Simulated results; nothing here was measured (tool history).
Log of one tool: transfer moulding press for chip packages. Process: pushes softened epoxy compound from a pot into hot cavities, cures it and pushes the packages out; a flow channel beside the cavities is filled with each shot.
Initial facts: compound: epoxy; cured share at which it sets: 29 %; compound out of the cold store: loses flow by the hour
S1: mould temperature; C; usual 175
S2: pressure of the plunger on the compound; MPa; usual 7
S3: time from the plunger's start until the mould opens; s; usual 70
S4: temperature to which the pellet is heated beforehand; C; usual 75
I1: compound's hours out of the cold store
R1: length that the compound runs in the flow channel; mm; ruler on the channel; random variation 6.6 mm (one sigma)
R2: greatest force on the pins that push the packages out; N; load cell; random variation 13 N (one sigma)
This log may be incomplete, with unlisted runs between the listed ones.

{"run": 1, "day": 0.0, "S1": 175, "S2": 7, "S3": 70, "S4": 75, "I1": 25.3, "R1": 906, "R2": 697}
{"run": 2, "day": 1.354, "S1": 175, "S2": 7, "S3": 70, "S4": 75, "I1": 44.5, "R1": 845, "R2": 960}
{"run": 3, "day": 2.638, "S1": 175, "S2": 5.95, "S3": 70, "S4": 75, "I1": 20, "R1": 838, "R2": 1142}
{"run": 4, "day": 3.912, "S1": 173, "S2": 5.95, "S3": 70, "S4": 75, "I1": 29.6, "R1": 808, "R2": 1006}
{"run": 5, "day": 4.85, "S1": 173, "S2": 5.95, "S3": 70, "S4": 75, "I1": 9.3, "R1": 875, "R2": 890}
{"run": 6, "day": 5.692, "S1": 173, "S2": 5.95, "S3": 70, "S4": 75, "I1": 40.8, "R1": 776, "R2": 959}
{"run": 7, "day": 6.475, "S1": 173, "S2": 5.95, "S3": 70, "S4": 75, "I1": 22.1, "R1": 823, "R2": 819}
{"run": 8, "day": 8.004, "S1": 173, "S2": 5.95, "S3": 70, "S4": 75, "I1": 33.7, "R1": 790, "R2": 816}
{"run": 9, "day": 9.3, "S1": 173, "S2": 5.95, "S3": 70, "S4": 75, "I1": 22.9, "R1": 808, "R2": 765}
{"run": 10, "day": 10.975, "S1": 175, "S2": 7, "S3": 70, "S4": 75, "I1": 43.3, "R1": 805, "R2": 682}
{"run": 11, "day": 12.129, "S1": 175, "S2": 7, "S3": 70, "S4": 75, "I1": 47.8, "R1": 786, "R2": 720}
{"run": 12, "day": 13.833, "S1": 175, "S2": 7, "S3": 59, "S4": 75, "I1": 47.9, "R1": 781, "R2": 1095}
{"run": 13, "day": 15.212, "S1": 175, "S2": 7, "S3": 59, "S4": 75, "I1": 46.6, "R1": 855, "R2": 1036}
{"run": 14, "day": 16.467, "S1": 175, "S2": 7, "S3": 59, "S4": 75, "I1": 9.1, "R1": 983, "R2": 1071}
{"run": 15, "day": 18.192, "S1": 175, "S2": 7, "S3": 59, "S4": 75, "I1": 16, "R1": 953, "R2": 1075}
{"run": 16, "day": 19.662, "S1": 172, "S2": 6.55, "S3": 110, "S4": 68, "I1": 29, "R1": 893, "R2": 416}
{"run": 17, "day": 21.121, "S1": 175, "S2": 5.4, "S3": 70, "S4": 74, "I1": 14.1, "R1": 827, "R2": 692}
{"run": 18, "day": 22.667, "S1": 183, "S2": 5.4, "S3": 84, "S4": 74, "I1": 43.9, "R1": 710, "R2": 412}
{"run": 19, "day": 23.979, "S1": 180, "S2": 5.4, "S3": 84, "S4": 84, "I1": 8.2, "R1": 803, "R2": 584}
{"run": 20, "day": 25.325, "S1": 170, "S2": 7, "S3": 70, "S4": 75, "I1": 15.6, "R1": 934, "R2": 1396}
{"run": 21, "day": 26.583, "S1": 175, "S2": 7, "S3": 64, "S4": 75, "I1": 42.7, "R1": 834, "R2": 1011}
{"run": 22, "day": 27.721, "S1": 175, "S2": 7, "S3": 64, "S4": 75, "I1": 11.4, "R1": 930, "R2": 1010}
{"run": 23, "day": 29.117, "S1": 181, "S2": 6.64, "S3": 103, "S4": 70, "I1": 47.6, "R1": 761, "R2": 425}
{"run": 24, "day": 30.346, "S1": 181, "S2": 6.64, "S3": 103, "S4": 70, "I1": 40.5, "R1": 779, "R2": 624}
{"run": 25, "day": 32.167, "S1": 175, "S2": 6.64, "S3": 80, "S4": 66, "I1": 22.1, "R1": 848, "R2": 545}
{"run": 26, "day": 33.129, "S1": 175, "S2": 6, "S3": 80, "S4": 66, "I1": 43, "R1": 749, "R2": 720}
{"run": 27, "day": 34.742, "S1": 169, "S2": 5.96, "S3": 80, "S4": 70, "I1": 16.4, "R1": 841, "R2": 1086}
{"run": 28, "day": 35.725, "S1": 176, "S2": 6.32, "S3": 63, "S4": 75, "I1": 35.6, "R1": 851, "R2": 937}

Withheld: 26 entries from between the runs. Position of each, and hidden state at the listed run before versus the listed run after:
Run 2 -> run 3: cavities cleaned with cleaning compound and waxed (day 1.512)
  true mould temperature over the reading, C: -0.65 -> -0.67; pressure that reaches the compound, % of what is set: 92.8 -> 91.69; grip of the stained cavities, % over clean ones': 45.5 -> 70.6
  measured minus no-state result, R1: -29 -> -34 mm; R2: +330 -> +501 N
Run 3 -> run 4: cavities cleaned with cleaning compound and waxed (day 3.142)
  true mould temperature over the reading, C: -0.67 -> -0.68; pressure that reaches the compound, % of what is set: 91.69 -> 90.68; grip of the stained cavities, % over clean ones': 70.6 -> 30.5
  measured minus no-state result, R1: -34 -> -38 mm; R2: +501 -> +274 N
Run 4 -> run 5: cavities cleaned with cleaning compound and waxed (day 4.683)
  pressure that reaches the compound, % of what is set: 90.68 -> 89.89; grip of the stained cavities, % over clean ones': 30.5 -> 9.9
  measured minus no-state result, R1: -38 -> -44 mm; R2: +274 -> +122 N
Run 5 -> run 6: mould's thermocouples calibrated (day 5.5)
  true mould temperature over the reading, C: -0.68 -> -0.02; pressure that reaches the compound, % of what is set: 89.89 -> 89.22; grip of the stained cavities, % over clean ones': 9.9 -> 35.6
  measured minus no-state result, R1: -44 -> -45 mm; R2: +122 -> +255 N
Run 6 -> run 7: cavities cleaned with cleaning compound and waxed (day 6.275)
  true mould temperature over the reading, C: -0.02 -> -0.03; pressure that reaches the compound, % of what is set: 89.22 -> 88.6; grip of the stained cavities, % over clean ones': 35.6 -> 11.7
  measured minus no-state result, R1: -45 -> -51 mm; R2: +255 -> +87 N
Run 7 -> run 8: cavities cleaned with cleaning compound and waxed (day 7.812)
  true mould temperature over the reading, C: -0.03 -> -0.04; pressure that reaches the compound, % of what is set: 88.6 -> 87.35
  measured minus no-state result, R1: -51 -> -55 mm; R2: +87 -> +88 N
Run 8 -> run 9: cavities cleaned with cleaning compound and waxed (day 9.3)
  true mould temperature over the reading, C: -0.04 -> -0.05; pressure that reaches the compound, % of what is set: 87.35 -> 86.24; grip of the stained cavities, % over clean ones': 11.7 -> 1.8
  measured minus no-state result, R1: -55 -> -62 mm; R2: +88 -> +17 N
Run 9 -> run 10: cavities cleaned with cleaning compound and waxed (day 10.846)
  true mould temperature over the reading, C: -0.05 -> -0.07; pressure that reaches the compound, % of what is set: 86.24 -> 84.83; grip of the stained cavities, % over clean ones': 1.8 -> 8.9
  measured minus no-state result, R1: -62 -> -68 mm; R2: +17 -> +58 N
Run 10 -> run 11: cavities cleaned with cleaning compound and waxed, once more (day 11.829)
  true mould temperature over the reading, C: -0.07 -> -0.08; pressure that reaches the compound, % of what is set: 84.83 -> 83.77; grip of the stained cavities, % over clean ones': 8.9 -> 16.7
  measured minus no-state result, R1: -68 -> -72 mm; R2: +58 -> +105 N
Run 11 -> run 12: cavities cleaned with cleaning compound and waxed (day 13.329)
  true mould temperature over the reading, C: -0.08 -> -0.09; pressure that reaches the compound, % of what is set: 83.77 -> 82.22; grip of the stained cavities, % over clean ones': 16.7 -> 21.7
  measured minus no-state result, R1: -72 -> -79 mm; R2: +105 -> +202 N
Run 12 -> run 13: plunger's sealing rings changed (day 14.608); cavities cleaned with cleaning compound and waxed (day 14.946)
  true mould temperature over the reading, C: -0.09 -> -0.11; pressure that reaches the compound, % of what is set: 82.22 -> 99.4; grip of the stained cavities, % over clean ones': 21.7 -> 12.5
  measured minus no-state result, R1: -79 -> -2 mm; R2: +202 -> +122 N
Run 13 -> run 14: cavities cleaned with cleaning compound and waxed (day 16.467)
  true mould temperature over the reading, C: -0.11 -> -0.12; pressure that reaches the compound, % of what is set: 99.4 -> 98.37; grip of the stained cavities, % over clean ones': 12.5 -> 2.7
  measured minus no-state result, R1: -2 -> -8 mm; R2: +122 -> +36 N
Run 14 -> run 15: cavities cleaned with cleaning compound and waxed (day 18.058)
  true mould temperature over the reading, C: -0.12 -> -0.13; pressure that reaches the compound, % of what is set: 98.37 -> 96.89; grip of the stained cavities, % over clean ones': 2.7 -> 8.3
  measured minus no-state result, R1: -8 -> -15 mm; R2: +36 -> +92 N
Run 15 -> run 16: cavities cleaned with cleaning compound and waxed (day 19.621)
  true mould temperature over the reading, C: -0.13 -> -0.15; pressure that reaches the compound, % of what is set: 96.89 -> 95.66; grip of the stained cavities, % over clean ones': 8.3 -> 1.9
  measured minus no-state result, R1: -15 -> -19 mm; R2: +92 -> +9 N
Run 16 -> run 17: cavities cleaned with cleaning compound and waxed (day 21.121)
  true mould temperature over the reading, C: -0.15 -> -0.16; pressure that reaches the compound, % of what is set: 95.66 -> 94.5; grip of the stained cavities, % over clean ones': 1.9 -> 2.2
  measured minus no-state result, R1: -19 -> -23 mm; R2: +9 -> +23 N
Run 17 -> run 18: cavities cleaned with cleaning compound and waxed (day 22.667)
  true mould temperature over the reading, C: -0.16 -> -0.17; pressure that reaches the compound, % of what is set: 94.5 -> 93.2; grip of the stained cavities, % over clean ones': 2.2 -> 2.9
  measured minus no-state result, R1: -23 -> -25 mm; R2: +23 -> +12 N
Run 19 -> run 20: cavities cleaned with cleaning compound and waxed (day 24.221)
  true mould temperature over the reading, C: -0.18 -> -0.2; pressure that reaches the compound, % of what is set: 92.02 -> 90.82; grip of the stained cavities, % over clean ones': 44.4 -> 38.9
  measured minus no-state result, R1: -34 -> -45 mm; R2: +184 -> +406 N
Run 20 -> run 21: cavities cleaned with cleaning compound and waxed (day 25.858)
  true mould temperature over the reading, C: -0.2 -> -0.21; pressure that reaches the compound, % of what is set: 90.82 -> 89.72; grip of the stained cavities, % over clean ones': 38.9 -> 29.9
  measured minus no-state result, R1: -45 -> -46 mm; R2: +406 -> +245 N
Run 21 -> run 22: cavities cleaned with cleaning compound and waxed (day 27.379)
  true mould temperature over the reading, C: -0.21 -> -0.22; pressure that reaches the compound, % of what is set: 89.72 -> 88.77; grip of the stained cavities, % over clean ones': 29.9 -> 18.4
  measured minus no-state result, R1: -46 -> -55 mm; R2: +245 -> +171 N
Run 22 -> run 23: cavities cleaned with cleaning compound and waxed (day 28.971)
  true mould temperature over the reading, C: -0.22 -> -0.23; pressure that reaches the compound, % of what is set: 88.77 -> 87.62; grip of the stained cavities, % over clean ones': 18.4 -> 7.2
  measured minus no-state result, R1: -55 -> -51 mm; R2: +171 -> +28 N
Run 24 -> run 25: cavities cleaned with cleaning compound and waxed (day 30.546); cavities cleaned with cleaning compound and waxed (day 32.079)
  true mould temperature over the reading, C: -0.24 -> -0.26; pressure that reaches the compound, % of what is set: 86.58 -> 85.03; grip of the stained cavities, % over clean ones': 45.6 -> 4.9
  measured minus no-state result, R1: -57 -> -71 mm; R2: +193 -> +33 N
Run 26 -> run 27: cavities cleaned with cleaning compound and waxed (day 33.696)
  true mould temperature over the reading, C: -0.27 -> -0.28; pressure that reaches the compound, % of what is set: 84.15 -> 82.78
  measured minus no-state result, R1: -67 -> -82 mm; R2: +203 -> +314 N
Run 27 -> run 28: plunger's sealing rings changed (day 35.121); cavities cleaned with cleaning compound and waxed (day 35.317)
  true mould temperature over the reading, C: -0.28 -> -0.29; pressure that reaches the compound, % of what is set: 82.78 -> 99.37; grip of the stained cavities, % over clean ones': 37.6 -> 17.7
  measured minus no-state result, R1: -82 -> -2 mm; R2: +314 -> +158 N

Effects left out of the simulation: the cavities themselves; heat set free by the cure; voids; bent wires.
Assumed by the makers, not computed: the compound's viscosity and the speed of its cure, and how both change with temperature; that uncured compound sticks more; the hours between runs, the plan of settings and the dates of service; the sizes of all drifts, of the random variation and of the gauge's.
